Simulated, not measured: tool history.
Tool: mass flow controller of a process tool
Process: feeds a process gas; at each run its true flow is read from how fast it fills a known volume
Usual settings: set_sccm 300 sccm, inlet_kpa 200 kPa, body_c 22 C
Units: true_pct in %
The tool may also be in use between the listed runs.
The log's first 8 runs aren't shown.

run 9 hour=2157.3 | set_sccm=59 inlet_kpa=200 body_c=21 | true_pct=103.39
run 10 hour=2399.5 | set_sccm=59 inlet_kpa=270 body_c=21 | true_pct=103.86
run 11 hour=2586.4 | set_sccm=300 inlet_kpa=200 body_c=22 | true_pct=100.77
run 12 hour=2944.8 | set_sccm=300 inlet_kpa=200 body_c=22 | true_pct=100.72
run 13 hour=3120.9 | set_sccm=300 inlet_kpa=200 body_c=22 | true_pct=100.94
run 14 hour=3416.4 | set_sccm=300 inlet_kpa=200 body_c=22 | true_pct=100.89
run 15 hour=3818.9 | set_sccm=300 inlet_kpa=200 body_c=22 | true_pct=100.98
run 16 hour=4068.7 | set_sccm=300 inlet_kpa=200 body_c=22 | true_pct=101.19
-- hour=4354.3 controller's zero set anew
run 17 hour=4436.5 | set_sccm=300 inlet_kpa=200 body_c=28 | true_pct=102.46
run 18 hour=4673.5 | set_sccm=300 inlet_kpa=200 body_c=28 | true_pct=102.42
run 19 hour=5035.5 | set_sccm=300 inlet_kpa=166 body_c=22 | true_pct=102.10
run 20 hour=5398.0 | set_sccm=300 inlet_kpa=166 body_c=22 | true_pct=102.25
-- hour=5607.6 controller's zero set anew, once more
run 21 hour=5696.2 | set_sccm=300 inlet_kpa=200 body_c=36 | true_pct=100.73
run 22 hour=5930.8 | set_sccm=300 inlet_kpa=200 body_c=36 | true_pct=100.71
run 23 hour=6136.6 | set_sccm=77 inlet_kpa=200 body_c=22 | true_pct=98.99
run 24 hour=6466.4 | set_sccm=105 inlet_kpa=200 body_c=22 | true_pct=99.26
run 25 hour=6850.1 | set_sccm=275 inlet_kpa=278 body_c=38 | true_pct=101.19
run 26 hour=7124.9 | set_sccm=275 inlet_kpa=278 body_c=38 | true_pct=101.36
run 27 hour=7459.5 | set_sccm=61 inlet_kpa=267 body_c=34 | true_pct=101.19
run 28 hour=7673.7 | set_sccm=74 inlet_kpa=178 body_c=39 | true_pct=101.12
run 29 hour=7974.3 | set_sccm=74 inlet_kpa=178 body_c=39 | true_pct=101.46
run 30 hour=8214.4 | set_sccm=74 inlet_kpa=178 body_c=39 | true_pct=101.84
run 31 hour=8540.4 | set_sccm=74 inlet_kpa=178 body_c=39 | true_pct=102.00

Run 32 comes next. What will it give?
run 32 hour=8748.6 | set_sccm=62 inlet_kpa=271 body_c=22 | true_pct=?

Run 32 gave true_pct 101.99 %.
Without the tool's hidden state the same run would have given true_pct 96.98 %.

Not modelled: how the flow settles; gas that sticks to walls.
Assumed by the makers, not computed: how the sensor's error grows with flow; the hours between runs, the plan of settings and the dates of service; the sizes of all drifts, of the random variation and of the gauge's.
